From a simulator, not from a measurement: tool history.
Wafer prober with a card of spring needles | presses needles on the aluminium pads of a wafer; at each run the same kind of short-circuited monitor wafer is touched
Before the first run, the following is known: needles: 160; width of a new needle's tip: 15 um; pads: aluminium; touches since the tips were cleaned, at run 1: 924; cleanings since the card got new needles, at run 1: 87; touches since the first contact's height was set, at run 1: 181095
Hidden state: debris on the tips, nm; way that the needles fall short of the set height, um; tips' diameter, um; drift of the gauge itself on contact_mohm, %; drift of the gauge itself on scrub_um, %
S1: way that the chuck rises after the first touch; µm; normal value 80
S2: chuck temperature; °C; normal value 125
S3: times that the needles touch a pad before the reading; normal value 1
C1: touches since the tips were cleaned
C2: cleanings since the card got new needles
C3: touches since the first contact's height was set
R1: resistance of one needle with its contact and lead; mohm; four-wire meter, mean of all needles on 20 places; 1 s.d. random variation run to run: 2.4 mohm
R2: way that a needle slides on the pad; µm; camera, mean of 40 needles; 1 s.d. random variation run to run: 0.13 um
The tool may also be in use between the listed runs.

Run 1, hour 0: usual settings; C1 924; C2 87; C3 181095. Result: R1 271 mohm, R2 11 µm.
At hour 2.8: tips cleaned on abrasive film.
At hour 9.6: tips cleaned on abrasive film.
At hour 16.4: tips cleaned on abrasive film.
At hour 23.2: tips cleaned on abrasive film.
At hour 30: tips cleaned on abrasive film.
At hour 35.5: tips cleaned on abrasive film.
Run 2, hour 38.3: usual settings; C1 899; C2 93; C3 193079. Result: R1 268 mohm, R2 10.99 µm.
At hour 41.1: tips cleaned on abrasive film.
At hour 47.9: tips cleaned on abrasive film.
At hour 54.7: tips cleaned on abrasive film.
At hour 61.5: tips cleaned on abrasive film.
At hour 68.3: tips cleaned on abrasive film.
Run 3, hour 71.2: usual settings; C1 940; C2 98; C3 203394. Result: R1 265 mohm, R2 10.81 µm.
At hour 74: tips cleaned on abrasive film.
At hour 80.8: tips cleaned on abrasive film.
At hour 87.6: tips cleaned on abrasive film.
At hour 94.4: tips cleaned on abrasive film.
Run 4, hour 98.1: usual settings but S2 85 °C; C1 1147; C2 102; C3 211789. Result: R1 261 mohm, R2 11.1 µm.
At hour 100.8: tips cleaned on abrasive film.
At hour 107.6: tips cleaned on abrasive film.
At hour 114.4: tips cleaned on abrasive film.
At hour 121.2: tips cleaned on abrasive film.
At hour 128.1: tips cleaned on abrasive film.
At hour 134.9: tips cleaned on abrasive film.
At hour 136.5: height of the first contact set anew.
Run 5, hour 136.6: usual settings but S2 85 °C; C1 451; C2 108; C3 24. Result: R1 258 mohm, R2 11.11 µm.
At hour 140.7: tips cleaned on abrasive film.
At hour 147.5: tips cleaned on abrasive film.
At hour 153: tips cleaned on abrasive film.
At hour 159.8: tips cleaned on abrasive film.
At hour 166.6: tips cleaned on abrasive film.
Run 6, hour 169.4: usual settings but S1 64 µm; C1 901; C2 113; C3 10304. Result: R1 261 mohm, R2 8.86 µm.
At hour 172.2: tips cleaned on abrasive film.
At hour 179: tips cleaned on abrasive film.
At hour 185.8: tips cleaned on abrasive film.
At hour 192.6: tips cleaned on abrasive film.
At hour 199.4: tips cleaned on abrasive film.
At hour 206.2: tips cleaned on abrasive film.
Run 7, hour 211.1: usual settings; C1 1565; C2 119; C3 23378. Result: R1 273 mohm, R2 11.18 µm.
At hour 212.6: tips cleaned on abrasive film.
At hour 219.4: tips cleaned on abrasive film.
At hour 226.2: tips cleaned on abrasive film.
Run 8, hour 230.2: usual settings; C1 1270; C2 122; C3 29337. Result: R1 268 mohm, R2 10.97 µm.
At hour 233: tips cleaned on abrasive film.
At hour 239.8: tips cleaned on abrasive film.
At hour 245.2: tips cleaned on abrasive film.
At hour 252: tips cleaned on abrasive film.
At hour 258.8: tips cleaned on abrasive film.
At hour 265.6: tips cleaned on abrasive film.
Run 9, hour 268.7: usual settings; C1 965; C2 128; C3 41385. Result: R1 270 mohm, R2 11.13 µm.
At hour 271.5: tips cleaned on abrasive film.
At hour 278.3: tips cleaned on abrasive film.
At hour 285.1: tips cleaned on abrasive film.
Run 10, hour 289.9: usual settings but S2 26 °C; C1 1536; C2 131; C3 48039. Result: R1 245 mohm, R2 10.97 µm.
At hour 291.4: tips cleaned on abrasive film.
At hour 298.2: tips cleaned on abrasive film.
At hour 305: tips cleaned on abrasive film.
At hour 311.8: tips cleaned on abrasive film.
At hour 318.6: tips cleaned on abrasive film.
At hour 325.4: tips cleaned on abrasive film.
Run 11, hour 329.7: usual settings but S2 26 °C; C1 1372; C2 137; C3 60494. Result: R1 244 mohm, R2 11.17 µm.
At hour 331.1: tips cleaned on abrasive film.
At hour 337.9: tips cleaned on abrasive film.
At hour 344.7: tips cleaned on abrasive film.
At hour 350.2: tips cleaned on abrasive film.
At hour 357: tips cleaned on abrasive film.
At hour 363.8: tips cleaned on abrasive film.
At hour 370.6: tips cleaned on abrasive film.
Run 12, hour 370.9: usual settings; C1 92; C2 144; C3 73374. Result: R1 265 mohm, R2 10.96 µm.
At hour 376.4: tips cleaned on abrasive film.
At hour 383.2: tips cleaned on abrasive film.
At hour 390: tips cleaned on abrasive film.
Run 13, hour 390.4: usual settings but S1 87 µm, S2 64 °C, S3 3; C1 116; C2 147; C3 79460. Result: R1 246 mohm, R2 12.13 µm.
At hour 395.8: tips cleaned on abrasive film.
At hour 402.6: tips cleaned on abrasive film.
At hour 409.4: tips cleaned on abrasive film.
At hour 414.9: tips cleaned on abrasive film.
Run 14, hour 418.6: usual settings but S1 81 µm, S2 57 °C, S3 2; C1 1180; C2 151; C3 88312. Result: R1 248 mohm, R2 11.49 µm.
At hour 421.4: tips cleaned on abrasive film.
At hour 426.8: tips cleaned on abrasive film.
At hour 433.6: tips cleaned on abrasive film.
At hour 440.5: tips cleaned on abrasive film.
At hour 447.3: tips cleaned on abrasive film.
At hour 452.8: tips cleaned on abrasive film.
Run 15, hour 452.8: usual settings but S1 81 µm, S2 57 °C, S3 2; C1 0; C2 157; C3 98979. Result: R1 248 mohm, R2 11.35 µm.
At hour 458.2: tips cleaned on abrasive film.
At hour 463.7: tips cleaned on abrasive film.
At hour 470.5: tips cleaned on abrasive film.
At hour 477.3: tips cleaned on abrasive film.
At hour 484.1: tips cleaned on abrasive film.
At hour 490.9: tips cleaned on abrasive film.
Run 16, hour 493.3: usual settings but S1 81 µm, S2 31 °C, S3 2; C1 771; C2 163; C3 111689. Result: R1 239 mohm, R2 11.09 µm.
At hour 497.5: tips cleaned on abrasive film.
At hour 504.3: tips cleaned on abrasive film.
At hour 511.1: tips cleaned on abrasive film.
Run 17, hour 516.1: usual settings but S1 81 µm, S2 31 °C, S3 2; C1 1587; C2 166; C3 118817. Result: R1 241 mohm, R2 11.05 µm.
At hour 517.5: tips cleaned on abrasive film.
At hour 523: tips cleaned on abrasive film.
At hour 529.8: tips cleaned on abrasive film.
At hour 536.6: tips cleaned on abrasive film.
At hour 542: tips cleaned on abrasive film.
At hour 548.8: tips cleaned on abrasive film.
At hour 554.4: tips cleaned on abrasive film.
Run 18, hour 554.4: usual settings but S1 75 µm, S2 61 °C, S3 2; C1 0; C2 173; C3 130785. Result: R1 249 mohm, R2 10.38 µm.
At hour 561.2: tips cleaned on abrasive film.
At hour 568: tips cleaned on abrasive film.
At hour 580: card fitted with new needles.
At hour 586.8: tips cleaned on abrasive film.
Run 19, hour 590.8: usual settings but S1 75 µm, S2 61 °C, S3 2; C1 1265; C2 1; C3 3396. Result: R1 251 mohm, R2 10.61 µm.
At hour 593.6: tips cleaned on abrasive film.
At hour 600.4: tips cleaned on abrasive film.
At hour 607.2: tips cleaned on abrasive film.
Run 20, hour 609.8: usual settings but S1 81 µm; C1 835; C2 4; C3 9346. Result: R1 264 mohm, R2 11.35 µm.

Run 21 comes next. What will it give?
At hour 613.9: tips cleaned on abrasive film.
At hour 620.7: tips cleaned on abrasive film.
At hour 627.5: tips cleaned on abrasive film.
At hour 634.3: tips cleaned on abrasive film.
At hour 640.8: tips cleaned on abrasive film.
Run 21, hour 640.8: usual settings but S1 81 µm; C1 0; C2 9; C3 19030. Result: R1 ?, R2 ?.

Run 21 yielded R1 266 mohm, R2 11.04 µm.
With no hidden state in the tool, this same run would have given R1 266 mohm, R2 11.05 µm.

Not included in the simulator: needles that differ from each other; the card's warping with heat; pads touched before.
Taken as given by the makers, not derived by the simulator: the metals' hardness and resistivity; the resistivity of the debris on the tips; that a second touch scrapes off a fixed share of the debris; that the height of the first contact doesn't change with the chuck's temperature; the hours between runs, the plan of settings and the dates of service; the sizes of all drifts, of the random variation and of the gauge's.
